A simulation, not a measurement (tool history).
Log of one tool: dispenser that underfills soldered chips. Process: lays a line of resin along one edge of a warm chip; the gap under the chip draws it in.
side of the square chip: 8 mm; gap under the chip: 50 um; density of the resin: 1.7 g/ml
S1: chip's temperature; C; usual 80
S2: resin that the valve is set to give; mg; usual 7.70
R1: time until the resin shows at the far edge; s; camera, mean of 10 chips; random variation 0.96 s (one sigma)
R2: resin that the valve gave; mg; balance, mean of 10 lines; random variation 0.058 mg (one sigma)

run  hour  S1    S2     R1    R2
  1   0.0  80  7.70   94.2  7.50
  2   3.7  80  7.70  113.1  7.50
  3   6.3  80  7.70  131.9  7.61
      9.2  -- new syringe of resin
  4  10.1  80  6.67  102.1  6.54
  5  12.0  80  9.79  103.8  9.62
  6  15.7  80  7.70  127.1  7.41
     18.6  -- new syringe of resin
  7  18.8  80  6.85   98.4  6.62
  8  22.2  66  6.90  175.4  6.65
  9  25.7  68  6.90  195.0  6.67
     28.2  -- new syringe of resin
 10  29.3  81  9.97   95.7  9.63
 11  31.7  80  6.94  117.9  6.55
 12  36.0  71  9.32  175.7  9.01
     37.5  -- new syringe of resin
 13  39.1  69  9.32  138.9  8.87

Forecast each of these 5 alternatives for the next run:
  A  42.5  66  7.67   ?   ?
  B  42.5  66  7.31   ?   ?
  C  42.5  67  7.70   ?   ?
  D  42.5  69  8.68   ?   ?
  E  42.5  84  8.15   ?   ?

run     R1    R2
  A  189.0  7.36
  B  191.2  7.06
  C  181.4  7.42
  D  168.9  8.24
  E  106.5  7.84
Without the tool's hidden state the same runs would have given:
run     R1    R2
  A  141.3  7.70
  B  142.8  7.38
  C  135.6  7.76
  D  127.1  8.62
  E   80.1  8.20

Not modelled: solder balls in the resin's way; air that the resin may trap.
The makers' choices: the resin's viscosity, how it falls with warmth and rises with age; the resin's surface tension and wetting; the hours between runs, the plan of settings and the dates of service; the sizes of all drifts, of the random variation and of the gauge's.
